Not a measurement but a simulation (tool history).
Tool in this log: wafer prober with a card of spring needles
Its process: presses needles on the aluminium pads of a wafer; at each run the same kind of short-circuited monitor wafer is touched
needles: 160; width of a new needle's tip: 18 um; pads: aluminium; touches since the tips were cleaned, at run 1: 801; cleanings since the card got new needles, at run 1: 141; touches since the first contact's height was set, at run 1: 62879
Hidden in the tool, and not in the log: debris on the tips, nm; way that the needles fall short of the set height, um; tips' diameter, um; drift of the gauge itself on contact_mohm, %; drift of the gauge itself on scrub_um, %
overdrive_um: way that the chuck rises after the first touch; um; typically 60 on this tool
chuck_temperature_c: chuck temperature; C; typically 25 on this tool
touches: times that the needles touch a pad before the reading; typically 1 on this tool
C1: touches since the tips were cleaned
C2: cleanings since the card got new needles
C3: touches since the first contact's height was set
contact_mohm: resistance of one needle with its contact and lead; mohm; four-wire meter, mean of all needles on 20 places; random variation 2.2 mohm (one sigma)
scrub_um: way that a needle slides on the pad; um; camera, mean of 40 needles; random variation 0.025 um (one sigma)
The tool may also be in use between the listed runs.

Run 1, hour 0.0: usual settings; C1 801; C2 141; C3 62879. Result: contact_mohm 269 mohm, scrub_um 12.34 um.
At hour 3.3: tips cleaned on abrasive film.
At hour 4.8: height of the first contact set anew.
At hour 9.5: tips cleaned on abrasive film.
At hour 15.3: tips cleaned on abrasive film.
Run 2, hour 19.3: usual settings; C1 1969; C2 144; C3 6933. Result: contact_mohm 286 mohm, scrub_um 12.54 um.
At hour 20.6: tips cleaned on abrasive film.
At hour 25.7: tips cleaned on abrasive film.
At hour 31.7: tips cleaned on abrasive film.
Run 3, hour 34.0: usual settings; C1 1104; C2 147; C3 13890. Result: contact_mohm 275 mohm, scrub_um 12.54 um.
At hour 37.6: tips cleaned on abrasive film.
At hour 43.2: tips cleaned on abrasive film.
Run 4, hour 45.9: usual settings; C1 1350; C2 149; C3 19571. Result: contact_mohm 280 mohm, scrub_um 12.55 um.
At hour 48.2: tips cleaned on abrasive film.
At hour 53.7: tips cleaned on abrasive film.
Run 5, hour 56.2: usual settings; C1 1174; C2 151; C3 24420. Result: contact_mohm 277 mohm, scrub_um 12.48 um.
At hour 59.7: tips cleaned on abrasive film.
At hour 64.6: tips cleaned on abrasive film.
Run 6, hour 66.1: usual settings; C1 742; C2 153; C3 29155. Result: contact_mohm 268 mohm, scrub_um 12.44 um.
At hour 70.7: tips cleaned on abrasive film.
At hour 76.5: tips cleaned on abrasive film.
At hour 82.2: tips cleaned on abrasive film.
Run 7, hour 82.8: usual settings; C1 304; C2 156; C3 37071. Result: contact_mohm 260 mohm, scrub_um 12.45 um.
At hour 87.7: tips cleaned on abrasive film.
At hour 92.7: tips cleaned on abrasive film.
Run 8, hour 96.7: usual settings; C1 1958; C2 158; C3 43714. Result: contact_mohm 287 mohm, scrub_um 12.38 um.
At hour 98.0: tips cleaned on abrasive film.
At hour 104.1: tips cleaned on abrasive film.
At hour 109.8: tips cleaned on abrasive film.
Run 9, hour 111.7: usual settings but touches 2; C1 920; C2 161; C3 50837. Result: contact_mohm 262 mohm, scrub_um 12.40 um.
At hour 116.0: tips cleaned on abrasive film.
At hour 121.8: tips cleaned on abrasive film.
At hour 127.4: tips cleaned on abrasive film.
Run 10, hour 127.6: usual settings but chuck_temperature_c 43 C; C1 115; C2 164; C3 58383. Result: contact_mohm 264 mohm, scrub_um 12.34 um.
At hour 133.4: tips cleaned on abrasive film.
Run 11, hour 137.6: usual settings but chuck_temperature_c 43 C; C1 2047; C2 165; C3 63172. Result: contact_mohm 294 mohm, scrub_um 12.34 um.
At hour 138.9: tips cleaned on abrasive film.
At hour 141.6: height of the first contact set anew.
At hour 145.3: tips cleaned on abrasive film.
Run 12, hour 149.9: usual settings but chuck_temperature_c 43 C; C1 2250; C2 167; C3 4002. Result: contact_mohm 296 mohm, scrub_um 12.58 um.
At hour 151.0: tips cleaned on abrasive film.
At hour 156.6: tips cleaned on abrasive film.
At hour 162.0: tips cleaned on abrasive film.
Run 13, hour 162.0: usual settings but chuck_temperature_c 43 C; C1 0; C2 170; C3 9716. Result: contact_mohm 261 mohm, scrub_um 12.52 um.
At hour 167.4: tips cleaned on abrasive film.
At hour 173.1: tips cleaned on abrasive film.
At hour 178.1: tips cleaned on abrasive film.
Run 14, hour 179.4: usual settings; C1 668; C2 173; C3 18005. Result: contact_mohm 265 mohm, scrub_um 12.50 um.
At hour 183.1: tips cleaned on abrasive film.
At hour 189.1: tips cleaned on abrasive film.
Run 15, hour 193.5: usual settings; C1 2154; C2 175; C3 24721. Result: contact_mohm 295 mohm, scrub_um 12.48 um.
At hour 194.8: tips cleaned on abrasive film.
At hour 199.8: tips cleaned on abrasive film.
Run 16, hour 203.2: usual settings; C1 1653; C2 177; C3 29302. Result: contact_mohm 286 mohm, scrub_um 12.49 um.
At hour 205.6: tips cleaned on abrasive film.
At hour 211.7: tips cleaned on abrasive film.
Run 17, hour 213.4: usual settings; C1 819; C2 179; C3 34163. Result: contact_mohm 264 mohm, scrub_um 12.46 um.
At hour 216.9: tips cleaned on abrasive film.
At hour 223.0: tips cleaned on abrasive film.
At hour 228.5: tips cleaned on abrasive film.
Run 18, hour 230.0: usual settings but overdrive_um 58 um; C1 728; C2 182; C3 42062. Result: contact_mohm 272 mohm, scrub_um 12.01 um.
At hour 234.4: tips cleaned on abrasive film.
At hour 239.9: tips cleaned on abrasive film.
Run 19, hour 243.3: usual settings but overdrive_um 58 um; C1 1668; C2 184; C3 48403. Result: contact_mohm 284 mohm, scrub_um 11.99 um.
At hour 245.9: tips cleaned on abrasive film.
At hour 251.8: tips cleaned on abrasive film.
At hour 257.2: tips cleaned on abrasive film.
Run 20, hour 260.4: usual settings but overdrive_um 58 um; C1 1558; C2 187; C3 56504. Result: contact_mohm 284 mohm, scrub_um 11.98 um.
At hour 262.9: tips cleaned on abrasive film.
At hour 269.0: tips cleaned on abrasive film.
Run 21, hour 271.0: usual settings but overdrive_um 44 um, chuck_temperature_c 46 C, touches 2; C1 991; C2 189; C3 61568. Result: contact_mohm 286 mohm, scrub_um 9.04 um.
At hour 274.7: tips cleaned on abrasive film.
At hour 277.4: height of the first contact set anew.
At hour 281.1: tips cleaned on abrasive film.
At hour 286.4: tips cleaned on abrasive film.
Run 22, hour 286.4: usual settings but overdrive_um 47 um, chuck_temperature_c 38 C, touches 2; C1 0; C2 192; C3 4253. Result: contact_mohm 258 mohm, scrub_um 9.81 um.
At hour 292.2: tips cleaned on abrasive film.
At hour 298.1: tips cleaned on abrasive film.
Run 23, hour 302.2: usual settings but overdrive_um 47 um, chuck_temperature_c 38 C, touches 2; C1 2002; C2 194; C3 11804. Result: contact_mohm 296 mohm, scrub_um 9.81 um.
At hour 303.2: tips cleaned on abrasive film.
At hour 309.1: tips cleaned on abrasive film.
At hour 314.9: tips cleaned on abrasive film.
At hour 320.9: tips cleaned on abrasive film.
Run 24, hour 322.4: usual settings but chuck_temperature_c 60 C, touches 2; C1 730; C2 198; C3 21406. Result: contact_mohm 272 mohm, scrub_um 12.49 um.
At hour 327.0: tips cleaned on abrasive film.
Run 25, hour 331.4: usual settings but overdrive_um 49 um, chuck_temperature_c 33 C; C1 2150; C2 199; C3 25690. Result: contact_mohm 312 mohm, scrub_um 10.21 um.
At hour 332.3: tips cleaned on abrasive film.
At hour 338.1: tips cleaned on abrasive film.
At hour 343.8: tips cleaned on abrasive film.
Run 26, hour 344.6: usual settings but overdrive_um 40 um, chuck_temperature_c 29 C; C1 367; C2 202; C3 31925. Result: contact_mohm 277 mohm, scrub_um 8.27 um.
At hour 348.9: tips cleaned on abrasive film.
At hour 354.8: tips cleaned on abrasive film.
At hour 360.3: tips cleaned on abrasive film.
Run 27, hour 363.6: usual settings but chuck_temperature_c 65 C; C1 1599; C2 205; C3 40993. Result: contact_mohm 296 mohm, scrub_um 12.41 um.
At hour 366.0: tips cleaned on abrasive film.
At hour 372.0: tips cleaned on abrasive film.
At hour 378.0: tips cleaned on abrasive film.
Run 28, hour 378.7: usual settings but chuck_temperature_c 65 C; C1 360; C2 208; C3 48162. Result: contact_mohm 277 mohm, scrub_um 12.39 um.

Hidden state or all else? Some run-to-run changes of contact_mohm, split into what the settings, what came in and random variation would give without the hidden state, and what is left for the hidden state (with any gauge scatter that isn't in both results):
Run 22 -> 23: tips cleaned on abrasive film, tips cleaned on abrasive film. contact_mohm +38 mohm: hidden state +32, all else +6.
Run 24 -> 25: overdrive_um 60 -> 49, chuck_temperature_c 60 -> 33, touches 2 -> 1, tips cleaned on abrasive film. contact_mohm +40 mohm: hidden state +48, all else -8.
Run 25 -> 26: overdrive_um 49 -> 40, chuck_temperature_c 33 -> 29, tips cleaned on abrasive film, tips cleaned on abrasive film, tips cleaned on abrasive film. contact_mohm -35 mohm: hidden state -39, all else +4.
